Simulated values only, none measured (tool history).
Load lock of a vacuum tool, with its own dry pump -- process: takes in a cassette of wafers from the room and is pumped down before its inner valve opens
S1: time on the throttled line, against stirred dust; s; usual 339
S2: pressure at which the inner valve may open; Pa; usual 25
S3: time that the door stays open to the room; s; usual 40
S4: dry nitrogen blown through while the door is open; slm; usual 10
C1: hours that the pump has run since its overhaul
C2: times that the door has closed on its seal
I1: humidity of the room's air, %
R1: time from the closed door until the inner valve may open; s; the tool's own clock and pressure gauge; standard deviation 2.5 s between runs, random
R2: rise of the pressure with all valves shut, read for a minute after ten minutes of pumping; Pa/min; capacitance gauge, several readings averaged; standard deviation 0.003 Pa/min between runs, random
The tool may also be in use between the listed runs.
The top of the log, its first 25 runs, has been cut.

{"run": 26, "hour": 10036.0, "S1": 339, "S2": 37, "S3": 67, "S4": 10, "C1": 10914, "C2": 47890, "I1": 48.3, "R1": 463.9, "R2": 0.044}
{"run": 27, "hour": 10519.2, "S1": 462, "S2": 37, "S3": 207, "S4": 10, "C1": 11397, "C2": 49246, "I1": 45.9, "R1": 568.8, "R2": 0.08}
{"run": 28, "hour": 10854.3, "S1": 462, "S2": 37, "S3": 128, "S4": 10, "C1": 11732, "C2": 50187, "I1": 44.1, "R1": 571.4, "R2": 0.061}
{"run": 29, "hour": 11157.5, "S1": 172, "S2": 25, "S3": 101, "S4": 10, "C1": 12036, "C2": 51038, "I1": 41.7, "R1": 330.4, "R2": 0.049}
{"hour": 11411.8, "done": "door's seal changed, seat wiped"}
{"run": 30, "hour": 11491.1, "S1": 284, "S2": 25, "S3": 101, "S4": 8, "C1": 12368, "C2": 223, "I1": 51.0, "R1": 425.1, "R2": 0.059}
{"run": 31, "hour": 11823.5, "S1": 284, "S2": 25, "S3": 101, "S4": 8, "C1": 12700, "C2": 1156, "I1": 47.7, "R1": 425.2, "R2": 0.06}
{"run": 32, "hour": 12218.7, "S1": 284, "S2": 25, "S3": 101, "S4": 8, "C1": 13095, "C2": 2265, "I1": 48.8, "R1": 423.5, "R2": 0.059}
{"run": 33, "hour": 12489.4, "S1": 284, "S2": 25, "S3": 101, "S4": 8, "C1": 13366, "C2": 3025, "I1": 45.9, "R1": 423.0, "R2": 0.051}
{"run": 34, "hour": 12937.6, "S1": 213, "S2": 45, "S3": 132, "S4": 31, "C1": 13814, "C2": 4283, "I1": 43.2, "R1": 347.7, "R2": 0.029}
{"run": 35, "hour": 13472.8, "S1": 277, "S2": 45, "S3": 77, "S4": 31, "C1": 14349, "C2": 5785, "I1": 44.7, "R1": 409.8, "R2": 0.026}
{"run": 36, "hour": 13786.0, "S1": 277, "S2": 45, "S3": 77, "S4": 31, "C1": 14663, "C2": 6664, "I1": 44.3, "R1": 403.3, "R2": 0.027}
{"run": 37, "hour": 14261.9, "S1": 277, "S2": 45, "S3": 47, "S4": 7, "C1": 15138, "C2": 8000, "I1": 48.1, "R1": 408.7, "R2": 0.041}

Each row is a separate what-if for the run after 37, all from the same tool condition, not one after another. Results?
{"hour": 14488.0, "done": "dry pump taken out, an overhauled one fitted"}
{"run": "A", "hour": 14665.1, "S1": 277, "S2": 45, "S3": 47, "S4": 12, "C1": 177, "C2": 9115, "I1": 47.7, "R1": "?", "R2": "?"}
{"hour": 14488.0, "done": "dry pump taken out, an overhauled one fitted"}
{"run": "B", "hour": 14665.1, "S1": 277, "S2": 49, "S3": 47, "S4": 7, "C1": 177, "C2": 9115, "I1": 43.9, "R1": "?", "R2": "?"}
{"hour": 14488.0, "done": "dry pump taken out, an overhauled one fitted"}
{"run": "C", "hour": 14665.1, "S1": 383, "S2": 25, "S3": 40, "S4": 10, "C1": 177, "C2": 9115, "I1": 42.6, "R1": "?", "R2": "?"}
{"hour": 14488.0, "done": "dry pump taken out, an overhauled one fitted"}
{"run": "D", "hour": 14665.1, "S1": 339, "S2": 28, "S3": 40, "S4": 4, "C1": 177, "C2": 9115, "I1": 44.6, "R1": "?", "R2": "?"}

run=A R1=404.1 R2=0.030
run=B R1=402.7 R2=0.037
run=C R1=513.1 R2=0.028
run=D R1=468.9 R2=0.033
With the hidden condition removed and each run's random variation left untouched, the same runs would have given:
run=A R1=404.1 R2=0.030
run=B R1=402.7 R2=0.036
run=C R1=513.1 R2=0.028
run=D R1=468.9 R2=0.033
